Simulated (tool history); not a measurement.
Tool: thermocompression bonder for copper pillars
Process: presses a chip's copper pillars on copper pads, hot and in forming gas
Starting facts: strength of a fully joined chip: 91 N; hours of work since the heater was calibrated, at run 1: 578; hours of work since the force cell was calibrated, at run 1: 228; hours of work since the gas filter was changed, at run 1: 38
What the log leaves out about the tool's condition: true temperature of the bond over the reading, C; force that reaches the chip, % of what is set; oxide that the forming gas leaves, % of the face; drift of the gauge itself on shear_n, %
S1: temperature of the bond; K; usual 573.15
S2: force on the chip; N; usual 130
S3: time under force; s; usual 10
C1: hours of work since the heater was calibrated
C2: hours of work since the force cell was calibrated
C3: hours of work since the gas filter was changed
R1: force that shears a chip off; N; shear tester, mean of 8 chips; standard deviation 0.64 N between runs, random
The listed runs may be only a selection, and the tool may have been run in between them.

run   hour      S1   S2  S3   C1   C2   C3    R1
  1      0  573.15  130  10  578  228   38    61
  2   18.7  573.15  130  10  590  240   50  61.4
  3   29.8  573.15  130  10  597  247   57  60.8
  4   52.3  573.15  130  10  611  261   72  60.4
  5     66  573.15  130  10  620  270   80  61.6
  6   82.2  573.15  130  10  630  280   90  60.2
  7   97.8  573.15  130  10  640  290  100  61.7
  8  111.5  573.15  130  10  649  298  109  60.8
  9  127.9  556.15  130  10  659  309  119  53.3
 10  142.4  573.15  130  14  668  318  128  66.3
 11  158.7  573.15  130  14  678  328  139  65.5
 12  170.8  573.15  112  14  686  336  146    62
 13  183.2  573.15  130  10  694  344  154  61.1
 14  197.4  573.15  130   8  703  353  163  56.7
 15  212.1  590.15  130   8  712  362  172  62.4
 16  221.7  573.15  180  10  718  368  179    68
     225.1  -- heater calibrated with a thermocouple chip
 17    235  573.15   88  18    6  375  186  57.4
 18    251  573.15   88  18   16  385  196  57.6
 19  271.4  581.15  189   9   29  398  209    68
 20  291.7  569.15  158   8   42  411  221  56.8
     297.3  -- heater calibrated with a thermocouple chip, once more
 21  308.8  569.15  130  10    7  420  231  60.9
 22  318.1  569.15  130  10   13  426  237  61.3
 23  329.9  569.15  130  10   21  434  244  60.1
 24  347.9  551.15  108  10   32  445  256  48.5

Run 25, settings as shown, results not yet in. Your forecast:
 25  359.4  551.15  108  10  39  452  263   ?

Logged for run 25: R1 48 N.
On a tool with no hidden condition, and with the same random variation, this run would have come out at R1 50.4 N.

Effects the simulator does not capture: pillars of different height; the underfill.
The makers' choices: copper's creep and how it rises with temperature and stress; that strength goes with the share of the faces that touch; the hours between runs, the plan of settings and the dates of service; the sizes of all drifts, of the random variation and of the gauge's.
